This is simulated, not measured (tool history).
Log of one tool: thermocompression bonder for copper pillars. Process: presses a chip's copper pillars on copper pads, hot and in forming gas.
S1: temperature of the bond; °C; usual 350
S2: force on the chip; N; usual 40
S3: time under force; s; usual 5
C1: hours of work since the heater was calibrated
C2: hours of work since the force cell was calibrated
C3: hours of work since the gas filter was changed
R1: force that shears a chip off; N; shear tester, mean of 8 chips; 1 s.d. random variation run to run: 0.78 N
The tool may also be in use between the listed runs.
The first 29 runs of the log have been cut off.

run 30 day=27.762 | S1=351 S2=40 S3=4 | C1=702 C2=180 C3=178 | R1=51.1
run 31 day=28.958 | S1=335 S2=44 S3=6 | C1=724 C2=202 C3=200 | R1=52.0
run 32 day=29.571 | S1=365 S2=28 S3=3 | C1=736 C2=214 C3=212 | R1=42.6
run 33 day=30.838 | S1=365 S2=28 S3=3 | C1=760 C2=238 C3=236 | R1=41.8
run 34 day=31.896 | S1=365 S2=28 S3=3 | C1=780 C2=258 C3=256 | R1=41.5
run 35 day=32.688 | S1=365 S2=28 S3=3 | C1=795 C2=273 C3=271 | R1=40.9
-- day=32.867 forming gas filter changed
run 36 day=33.492 | S1=343 S2=41 S3=3 | C1=809 C2=287 C3=12 | R1=44.1
run 37 day=34.688 | S1=343 S2=41 S3=10 | C1=832 C2=310 C3=34 | R1=65.4
run 38 day=35.496 | S1=336 S2=42 S3=7 | C1=847 C2=325 C3=50 | R1=55.3
run 39 day=36.504 | S1=350 S2=55 S3=5 | C1=866 C2=344 C3=68 | R1=63.0

3 ways to go on from here, each from the tool as it stands after run 39. What would each give?
run A day=37.575 | S1=350 S2=32 S3=5 | C1=886 C2=364 C3=89 | R1=?
run B day=37.575 | S1=351 S2=55 S3=5 | C1=886 C2=364 C3=89 | R1=?
run C day=37.575 | S1=378 S2=45 S3=11 | C1=886 C2=364 C3=89 | R1=?

run=A R1=47.7
run=B R1=63.6
run=C R1=84.9
What these runs would have given with no unlogged condition in the tool:
run=A R1=52.8
run=B R1=69.5
run=C R1=90.6
